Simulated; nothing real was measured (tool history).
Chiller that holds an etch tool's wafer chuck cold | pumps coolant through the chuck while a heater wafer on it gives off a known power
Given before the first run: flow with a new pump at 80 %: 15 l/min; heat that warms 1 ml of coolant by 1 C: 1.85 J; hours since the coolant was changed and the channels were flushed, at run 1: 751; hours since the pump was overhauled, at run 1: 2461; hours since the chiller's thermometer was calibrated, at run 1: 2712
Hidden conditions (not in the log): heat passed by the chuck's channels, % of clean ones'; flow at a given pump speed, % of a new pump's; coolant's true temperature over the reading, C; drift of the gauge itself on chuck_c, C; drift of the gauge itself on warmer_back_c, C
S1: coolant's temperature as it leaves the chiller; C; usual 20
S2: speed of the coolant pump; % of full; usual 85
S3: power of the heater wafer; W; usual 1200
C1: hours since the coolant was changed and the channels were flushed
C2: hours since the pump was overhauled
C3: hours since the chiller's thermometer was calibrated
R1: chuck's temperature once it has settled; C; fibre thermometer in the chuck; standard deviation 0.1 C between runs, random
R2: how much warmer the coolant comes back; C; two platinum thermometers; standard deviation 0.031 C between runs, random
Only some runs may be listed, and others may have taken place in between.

Run 1, hour 0.0: usual settings; C1 751; C2 2461; C3 2712. Result: R1 27.6 C, R2 2.66 C.
Run 2, hour 142.1: usual settings; C1 893; C2 2603; C3 2854. Result: R1 27.7 C, R2 2.63 C.
Run 3, hour 267.5: usual settings; C1 1018; C2 2728; C3 2980. Result: R1 27.7 C, R2 2.61 C.
Run 4, hour 390.4: usual settings but S3 666 W; C1 1141; C2 2851; C3 3102. Result: R1 24.4 C, R2 1.47 C.
At hour 418.4: chiller's thermometer calibrated.
Run 5, hour 526.1: usual settings but S3 666 W; C1 1276; C2 2986; C3 108. Result: R1 24.2 C, R2 1.47 C.
Run 6, hour 703.9: usual settings but S3 666 W; C1 1454; C2 3164; C3 286. Result: R1 24.4 C, R2 1.47 C.
Run 7, hour 855.7: usual settings; C1 1606; C2 3315; C3 437. Result: R1 28.0 C, R2 2.68 C.
Run 8, hour 1026.2: usual settings; C1 1776; C2 3486; C3 608. Result: R1 28.0 C, R2 2.71 C.
Run 9, hour 1215.5: usual settings but S1 14 C; C1 1966; C2 3675; C3 797. Result: R1 21.8 C, R2 2.72 C.
Run 10, hour 1387.8: usual settings but S3 1160 W; C1 2138; C2 3848; C3 969. Result: R1 27.6 C, R2 2.66 C.
At hour 1475.1: chiller's thermometer calibrated, once more.
Run 11, hour 1558.0: usual settings but S3 1160 W; C1 2307; C2 4017; C3 83. Result: R1 27.4 C, R2 2.63 C.
Run 12, hour 1691.9: usual settings but S3 1160 W; C1 2441; C2 4151; C3 217. Result: R1 27.5 C, R2 2.65 C.
Run 13, hour 1771.8: usual settings but S1 11 C; C1 2521; C2 4231; C3 297. Result: R1 18.9 C, R2 2.83 C.
Run 14, hour 1914.1: usual settings but S1 11 C; C1 2663; C2 4373; C3 439. Result: R1 18.9 C, R2 2.73 C.
Run 15, hour 2062.0: usual settings but S1 11 C; C1 2811; C2 4521; C3 587. Result: R1 18.8 C, R2 2.80 C.
Run 16, hour 2220.9: usual settings but S1 11 C; C1 2970; C2 4680; C3 746. Result: R1 19.1 C, R2 2.78 C.
Run 17, hour 2360.4: usual settings but S1 13 C, S2 82 % of full, S3 1253 W; C1 3109; C2 4819; C3 885. Result: R1 21.4 C, R2 3.03 C.
Run 18, hour 2524.1: usual settings but S1 26 C, S3 1531 W; C1 3273; C2 4983; C3 1049. Result: R1 36.4 C, R2 3.64 C.
Run 19, hour 2607.7: usual settings but S1 21 C, S2 61 % of full, S3 1531 W; C1 3357; C2 5066; C3 1133. Result: R1 33.4 C, R2 4.99 C.
Run 20, hour 2796.6: usual settings but S1 21 C, S2 61 % of full, S3 1531 W; C1 3546; C2 5255; C3 1322. Result: R1 33.3 C, R2 5.04 C.
Run 21, hour 2980.9: usual settings but S1 15 C, S2 79 % of full; C1 3730; C2 5440; C3 1506. Result: R1 23.5 C, R2 3.11 C.
Run 22, hour 3085.9: usual settings but S1 10 C, S2 74 % of full; C1 3835; C2 5545; C3 1611. Result: R1 18.9 C, R2 3.26 C.
Run 23, hour 3174.7: usual settings but S2 65 % of full, S3 1732 W; C1 3924; C2 5633; C3 1700. Result: R1 33.8 C, R2 5.41 C.
Run 24, hour 3296.2: usual settings but S1 27 C, S2 96 % of full, S3 1709 W; C1 4045; C2 5755; C3 1821. Result: R1 38.2 C, R2 3.67 C.
Run 25, hour 3383.7: usual settings but S1 27 C, S2 96 % of full, S3 1709 W; C1 4133; C2 5842; C3 1909. Result: R1 38.1 C, R2 3.69 C.
Run 26, hour 3469.1: usual settings but S1 27 C, S2 96 % of full, S3 1709 W; C1 4218; C2 5928; C3 1994. Result: R1 38.3 C, R2 3.71 C.
Run 27, hour 3556.2: usual settings but S2 94 % of full, S3 1207 W; C1 4305; C2 6015; C3 2081. Result: R1 28.1 C, R2 2.68 C.
Run 28, hour 3653.5: usual settings but S2 94 % of full, S3 1207 W; C1 4403; C2 6112; C3 2178. Result: R1 28.1 C, R2 2.66 C.
Run 29, hour 3734.1: usual settings but S2 94 % of full, S3 1207 W; C1 4483; C2 6193; C3 2259. Result: R1 28.0 C, R2 2.68 C.
Run 30, hour 3892.3: usual settings but S1 21 C, S2 94 % of full, S3 1207 W; C1 4641; C2 6351; C3 2417. Result: R1 29.2 C, R2 2.75 C.
Run 31, hour 4051.4: usual settings but S1 21 C, S2 81 % of full; C1 4800; C2 6510; C3 2576. Result: R1 30.0 C, R2 3.13 C.
Run 32, hour 4145.4: usual settings but S1 21 C, S2 81 % of full; C1 4894; C2 6604; C3 2670. Result: R1 30.0 C, R2 3.15 C.

Forecast each of these 3 alternatives for the next run:
Run A, hour 4334.1: usual settings but S1 21 C, S2 81 % of full, S3 790 W; C1 5083; C2 6793; C3 2859. Result: R1 ?, R2 ?.
Run B, hour 4334.1: usual settings but S1 21 C, S2 100 % of full; C1 5083; C2 6793; C3 2859. Result: R1 ?, R2 ?.
Run C, hour 4334.1: usual settings but S1 26 C, S2 77 % of full, S3 681 W; C1 5083; C2 6793; C3 2859. Result: R1 ?, R2 ?.

run    R1    R2
  A  26.7  2.08
  B  29.2  2.59
  C  31.3  1.89
Without the tool's hidden state the same runs would have given:
run    R1    R2
  A  25.4  1.69
  B  27.5  2.11
  C  30.1  1.54
